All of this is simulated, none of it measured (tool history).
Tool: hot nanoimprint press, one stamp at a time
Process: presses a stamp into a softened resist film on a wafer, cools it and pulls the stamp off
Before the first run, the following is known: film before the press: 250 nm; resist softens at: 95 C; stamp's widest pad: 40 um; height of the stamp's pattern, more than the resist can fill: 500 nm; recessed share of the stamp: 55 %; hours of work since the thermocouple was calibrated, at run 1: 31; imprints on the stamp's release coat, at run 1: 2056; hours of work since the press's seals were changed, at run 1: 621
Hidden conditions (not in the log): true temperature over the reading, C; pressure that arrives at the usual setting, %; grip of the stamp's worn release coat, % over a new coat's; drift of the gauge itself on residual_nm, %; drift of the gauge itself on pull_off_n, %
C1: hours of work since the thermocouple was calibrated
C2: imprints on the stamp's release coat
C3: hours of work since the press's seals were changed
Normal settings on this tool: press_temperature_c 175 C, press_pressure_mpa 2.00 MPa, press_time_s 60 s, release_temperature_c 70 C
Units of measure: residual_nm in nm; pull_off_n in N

run 1 hour=0.0 | press_temperature_c=175 press_pressure_mpa=2.00 press_time_s=60 release_temperature_c=70 | C1=31 C2=2056 C3=621 | residual_nm=120.4 pull_off_n=113
-- hour=9.2 stamp cleaned and given a new release coat
run 2 hour=33.3 | press_temperature_c=175 press_pressure_mpa=2.00 press_time_s=69 release_temperature_c=70 | C1=48 C2=79 C3=638 | residual_nm=114.9 pull_off_n=118
run 3 hour=63.9 | press_temperature_c=175 press_pressure_mpa=2.00 press_time_s=60 release_temperature_c=70 | C1=67 C2=179 C3=657 | residual_nm=121.0 pull_off_n=117
run 4 hour=87.3 | press_temperature_c=184 press_pressure_mpa=2.00 press_time_s=60 release_temperature_c=70 | C1=81 C2=256 C3=671 | residual_nm=84.9 pull_off_n=118
run 5 hour=114.7 | press_temperature_c=184 press_pressure_mpa=2.00 press_time_s=60 release_temperature_c=70 | C1=98 C2=346 C3=688 | residual_nm=85.0 pull_off_n=116
run 6 hour=141.7 | press_temperature_c=184 press_pressure_mpa=2.00 press_time_s=60 release_temperature_c=70 | C1=114 C2=434 C3=704 | residual_nm=84.8 pull_off_n=115
run 7 hour=167.8 | press_temperature_c=175 press_pressure_mpa=2.00 press_time_s=60 release_temperature_c=70 | C1=130 C2=520 C3=720 | residual_nm=121.6 pull_off_n=116
run 8 hour=186.4 | press_temperature_c=166 press_pressure_mpa=2.00 press_time_s=60 release_temperature_c=70 | C1=142 C2=581 C3=732 | residual_nm=170.4 pull_off_n=115
run 9 hour=213.0 | press_temperature_c=166 press_pressure_mpa=2.00 press_time_s=60 release_temperature_c=56 | C1=158 C2=668 C3=748 | residual_nm=169.9 pull_off_n=148
run 10 hour=231.8 | press_temperature_c=175 press_pressure_mpa=1.38 press_time_s=60 release_temperature_c=70 | C1=169 C2=730 C3=760 | residual_nm=145.3 pull_off_n=116
run 11 hour=251.1 | press_temperature_c=175 press_pressure_mpa=1.38 press_time_s=60 release_temperature_c=70 | C1=181 C2=793 C3=771 | residual_nm=145.5 pull_off_n=115
run 12 hour=274.9 | press_temperature_c=175 press_pressure_mpa=2.00 press_time_s=60 release_temperature_c=66 | C1=196 C2=871 C3=786 | residual_nm=122.5 pull_off_n=123
run 13 hour=304.9 | press_temperature_c=175 press_pressure_mpa=2.00 press_time_s=60 release_temperature_c=66 | C1=214 C2=970 C3=804 | residual_nm=122.5 pull_off_n=120
run 14 hour=332.0 | press_temperature_c=181 press_pressure_mpa=2.35 press_time_s=101 release_temperature_c=66 | C1=231 C2=1058 C3=821 | residual_nm=72.7 pull_off_n=126
run 15 hour=353.9 | press_temperature_c=173 press_pressure_mpa=2.70 press_time_s=87 release_temperature_c=62 | C1=244 C2=1130 C3=834 | residual_nm=100.7 pull_off_n=137
-- hour=357.4 gauge calibrated
run 16 hour=367.7 | press_temperature_c=173 press_pressure_mpa=2.70 press_time_s=87 release_temperature_c=62 | C1=252 C2=1175 C3=843 | residual_nm=98.2 pull_off_n=134
-- hour=388.6 plate thermocouple calibrated
run 17 hour=394.7 | press_temperature_c=170 press_pressure_mpa=1.52 press_time_s=60 release_temperature_c=70 | C1=4 C2=1254 C3=857 | residual_nm=163.3 pull_off_n=116
run 18 hour=417.3 | press_temperature_c=175 press_pressure_mpa=1.21 press_time_s=60 release_temperature_c=63 | C1=18 C2=1328 C3=871 | residual_nm=152.1 pull_off_n=125
run 19 hour=429.9 | press_temperature_c=163 press_pressure_mpa=1.21 press_time_s=89 release_temperature_c=78 | C1=25 C2=1370 C3=879 | residual_nm=198.1 pull_off_n=100
run 20 hour=460.5 | press_temperature_c=163 press_pressure_mpa=1.21 press_time_s=89 release_temperature_c=78 | C1=44 C2=1470 C3=898 | residual_nm=198.7 pull_off_n=101
run 21 hour=483.6 | press_temperature_c=175 press_pressure_mpa=2.00 press_time_s=45 release_temperature_c=61 | C1=58 C2=1546 C3=912 | residual_nm=133.6 pull_off_n=133
run 22 hour=508.9 | press_temperature_c=175 press_pressure_mpa=2.87 press_time_s=60 release_temperature_c=70 | C1=74 C2=1629 C3=927 | residual_nm=101.1 pull_off_n=119
run 23 hour=526.5 | press_temperature_c=175 press_pressure_mpa=1.33 press_time_s=60 release_temperature_c=70 | C1=84 C2=1686 C3=938 | residual_nm=147.2 pull_off_n=116
run 24 hour=547.5 | press_temperature_c=166 press_pressure_mpa=2.99 press_time_s=31 release_temperature_c=70 | C1=97 C2=1755 C3=951 | residual_nm=173.9 pull_off_n=116
run 25 hour=574.1 | press_temperature_c=166 press_pressure_mpa=2.99 press_time_s=31 release_temperature_c=70 | C1=113 C2=1843 C3=967 | residual_nm=173.9 pull_off_n=119
run 26 hour=605.6 | press_temperature_c=164 press_pressure_mpa=1.67 press_time_s=31 release_temperature_c=70 | C1=133 C2=1946 C3=986 | residual_nm=215.5 pull_off_n=119

What if the next run were any one of these 3? Each begins from the tool's condition after run 26:
run A hour=632.1 | press_temperature_c=183 press_pressure_mpa=1.67 press_time_s=32 release_temperature_c=68 | C1=149 C2=2033 C3=1002 | residual_nm=? pull_off_n=?
run B hour=632.1 | press_temperature_c=175 press_pressure_mpa=2.21 press_time_s=38 release_temperature_c=67 | C1=149 C2=2033 C3=1002 | residual_nm=? pull_off_n=?
run C hour=632.1 | press_temperature_c=175 press_pressure_mpa=2.00 press_time_s=99 release_temperature_c=70 | C1=149 C2=2033 C3=1002 | residual_nm=? pull_off_n=?

run=A residual_nm=122.9 pull_off_n=121
run=B residual_nm=135.8 pull_off_n=121
run=C residual_nm=102.4 pull_off_n=116
With no hidden state in the tool, these same runs would have given:
run=A residual_nm=120.8 pull_off_n=119
run=B residual_nm=133.5 pull_off_n=120
run=C residual_nm=100.7 pull_off_n=114
